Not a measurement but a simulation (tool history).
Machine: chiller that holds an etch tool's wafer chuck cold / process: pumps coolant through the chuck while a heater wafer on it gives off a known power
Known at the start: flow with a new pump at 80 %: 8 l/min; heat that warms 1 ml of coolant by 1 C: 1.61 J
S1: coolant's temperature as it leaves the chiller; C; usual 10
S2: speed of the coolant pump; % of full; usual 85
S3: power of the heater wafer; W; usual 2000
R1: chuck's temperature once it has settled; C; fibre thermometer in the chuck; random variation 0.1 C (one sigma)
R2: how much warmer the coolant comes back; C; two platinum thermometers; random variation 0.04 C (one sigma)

run   hour  S1  S2    S3    R1     R2
  1      0  10  85  2000  32.3   8.72
  2     29  10  85  2000  32.5   8.68
  3   47.8  10  85  2000  32.3   8.73
  4   70.3  10  85  2000  32.2    8.7
  5  111.7  10  85  2000  32.2   8.62
  6    143  10  85  2000  32.4    8.7
  7  173.3   1  99  2000  21.3   7.35
  8    211   1  99  2000  21.5   7.31
  9  245.8  19  74  2467  48.9  12.61
 10  283.5  14  87  1202  27.3   5.15

4 ways to go on from here, each from the tool as it stands after run 10. What would each give?
  A  300.9  14  73  1202   ?   ?
  B  300.9   3  94  2738   ?   ?
  C  300.9   1  70  1296   ?   ?
  D  300.9  10  92  2000   ?   ?

run    R1     R2
  A  28.7   6.23
  B  31.9  10.68
  C  17.3   6.96
  D  31.2   7.99
What these runs would have given with no unlogged condition in the tool:
run    R1     R2
  A  28.6   6.26
  B  31.6  10.72
  C  17.2   6.99
  D    31   8.02

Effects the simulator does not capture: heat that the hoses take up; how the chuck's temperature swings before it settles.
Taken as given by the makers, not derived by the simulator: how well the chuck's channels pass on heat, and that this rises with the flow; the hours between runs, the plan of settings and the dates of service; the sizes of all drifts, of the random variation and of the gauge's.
